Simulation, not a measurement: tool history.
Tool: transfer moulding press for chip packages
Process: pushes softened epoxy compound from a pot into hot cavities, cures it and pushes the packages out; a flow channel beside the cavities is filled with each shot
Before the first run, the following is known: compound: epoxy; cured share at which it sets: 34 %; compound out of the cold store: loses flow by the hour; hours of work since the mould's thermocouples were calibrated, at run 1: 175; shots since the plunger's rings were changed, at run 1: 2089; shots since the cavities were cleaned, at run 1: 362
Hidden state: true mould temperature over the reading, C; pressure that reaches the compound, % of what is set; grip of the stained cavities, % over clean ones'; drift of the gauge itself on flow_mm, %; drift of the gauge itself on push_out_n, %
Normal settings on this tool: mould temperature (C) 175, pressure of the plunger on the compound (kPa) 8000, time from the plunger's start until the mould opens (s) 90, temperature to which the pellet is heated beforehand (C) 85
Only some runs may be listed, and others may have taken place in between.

run	day	mould temperature (C)	pressure of the plunger on the compound (kPa)	time from the plunger's start until the mould opens (s)	temperature to which the pellet is heated beforehand (C)	hours of work since the mould's thermocouples were calibrated	shots since the plunger's rings were changed	shots since the cavities were cleaned	incoming compound's hours out of the cold store	length that the compound runs in the flow channel (mm)	greatest force on the pins that push the packages out (N)
1	0.000	175	8000	90	85	175	2089	362	12.2	881	675
2	0.208	175	8000	90	77	178	2133	406	37.1	768	670
3	0.450	175	8000	90	77	180	2184	457	47.3	728	656
4	0.662	175	8000	90	77	183	2228	501	26.5	813	681
5	0.833	175	8000	90	92	185	2264	537	28.2	801	694
6	1.167	175	8000	90	92	189	2334	607	46.0	723	660
# day 1.396: cavities cleaned with cleaning compound and waxed
7	1.608	175	8000	90	92	193	2413	45	30.8	790	527
8	1.967	175	8000	90	92	197	2488	120	40.0	751	554
9	2.304	175	9920	90	85	201	2559	191	32.0	868	587
10	2.604	175	7050	90	85	205	2621	253	40.2	706	598
11	2.796	175	8000	90	85	207	2662	294	26.1	810	648
12	3.104	175	8000	90	85	211	2726	358	25.7	813	646
13	3.342	181	8000	90	85	213	2776	408	44.5	707	599
14	3.662	181	8000	90	85	217	2843	475	30.1	766	606
# day 3.767: mould's thermocouples calibrated
15	4.000	176	9290	100	77	3	2896	528	39.7	807	629
16	4.233	172	9290	100	77	5	2945	577	18.7	921	732
# day 4.575: cavities cleaned with cleaning compound and waxed
17	4.638	175	8000	72	79	9	3017	13	16.8	848	800
18	4.896	175	8000	90	91	12	3071	67	40.0	751	537
19	5.267	175	7590	129	91	17	3149	145	16.4	822	517
# day 5.554: mould's thermocouples calibrated, once more
20	5.567	172	9840	129	91	0	3194	190	9.4	985	537
21	5.979	172	9840	129	91	5	3280	276	19.5	931	554
22	6.150	172	7760	90	78	7	3316	312	16.4	845	765
23	6.392	168	8000	84	82	10	3367	363	27.5	822	1113
24	6.667	175	8000	103	86	13	3425	421	24.1	805	610
25	6.900	176	9830	83	85	16	3474	470	37.2	828	711
26	7.250	169	9830	74	85	20	3546	542	34.8	870	1438
27	7.433	175	8000	122	93	22	3585	581	43.0	724	613
# day 7.771: cavities cleaned with cleaning compound and waxed
28	7.846	175	8000	122	93	26	3658	16	35.4	753	456

Consider 4 possible next runs. They are alternatives, not a sequence: every one starts from the tool as it was left by run 28. What does each give?
A	8.033	174	8000	122	75	28	3698	56	9.0	?	?
B	8.033	175	7970	117	85	28	3698	56	12.3	?	?
C	8.033	175	8000	84	85	28	3698	56	41.5	?	?
D	8.033	177	6600	83	85	28	3698	56	31.8	?	?

run	length that the compound runs in the flow channel (mm)	greatest force on the pins that push the packages out (N)
A	886	492
B	856	478
C	735	551
D	696	522
With the hidden condition removed and each run's random variation left untouched, the same runs would have given:
run	length that the compound runs in the flow channel (mm)	greatest force on the pins that push the packages out (N)
A	929	454
B	897	441
C	771	508
D	729	482
